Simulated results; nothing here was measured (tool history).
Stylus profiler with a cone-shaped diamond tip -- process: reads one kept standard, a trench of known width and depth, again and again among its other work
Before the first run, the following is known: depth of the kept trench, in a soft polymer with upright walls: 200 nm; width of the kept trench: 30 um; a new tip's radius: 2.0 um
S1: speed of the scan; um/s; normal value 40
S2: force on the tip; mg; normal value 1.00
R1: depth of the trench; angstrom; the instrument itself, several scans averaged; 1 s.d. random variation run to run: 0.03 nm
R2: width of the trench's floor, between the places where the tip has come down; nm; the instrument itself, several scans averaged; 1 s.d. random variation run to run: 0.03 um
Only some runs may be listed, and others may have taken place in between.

run 1 hour=0.0 | S1=40 S2=1.00 | R1=2012.9 R2=27710
run 2 hour=24.8 | S1=40 S2=1.00 | R1=2013.0 R2=27730
run 3 hour=54.7 | S1=40 S2=1.00 | R1=2013.1 R2=27700
run 4 hour=80.4 | S1=40 S2=1.00 | R1=2013.0 R2=27700
run 5 hour=121.0 | S1=40 S2=1.00 | R1=2013.2 R2=27640
run 6 hour=167.1 | S1=40 S2=0.58 | R1=2010.0 R2=27580
run 7 hour=190.9 | S1=40 S2=0.58 | R1=2009.9 R2=27630
run 8 hour=215.4 | S1=33 S2=1.00 | R1=2013.4 R2=27770
run 9 hour=248.9 | S1=33 S2=1.00 | R1=2013.5 R2=27720
run 10 hour=286.4 | S1=40 S2=2.50 | R1=2023.0 R2=27690
run 11 hour=322.0 | S1=26 S2=2.50 | R1=2023.0 R2=27740
-- hour=325.1 height scale calibrated on a step standard
run 12 hour=361.6 | S1=26 S2=2.50 | R1=2023.6 R2=27740
run 13 hour=384.4 | S1=26 S2=2.50 | R1=2023.5 R2=27820
run 14 hour=408.5 | S1=12 S2=1.08 | R1=2014.6 R2=27780
run 15 hour=430.8 | S1=131 S2=1.56 | R1=2017.8 R2=27220
run 16 hour=464.7 | S1=131 S2=1.56 | R1=2017.9 R2=27220

Predict the results of run 17:
run 17 hour=500.6 | S1=33 S2=0.35 | R1=? R2=?

Run 17 measured R1 2008.9 angstrom, R2 27540 nm.
Without the tool's hidden state the same run would have given R1 2005.9 angstrom, R2 27980 nm.

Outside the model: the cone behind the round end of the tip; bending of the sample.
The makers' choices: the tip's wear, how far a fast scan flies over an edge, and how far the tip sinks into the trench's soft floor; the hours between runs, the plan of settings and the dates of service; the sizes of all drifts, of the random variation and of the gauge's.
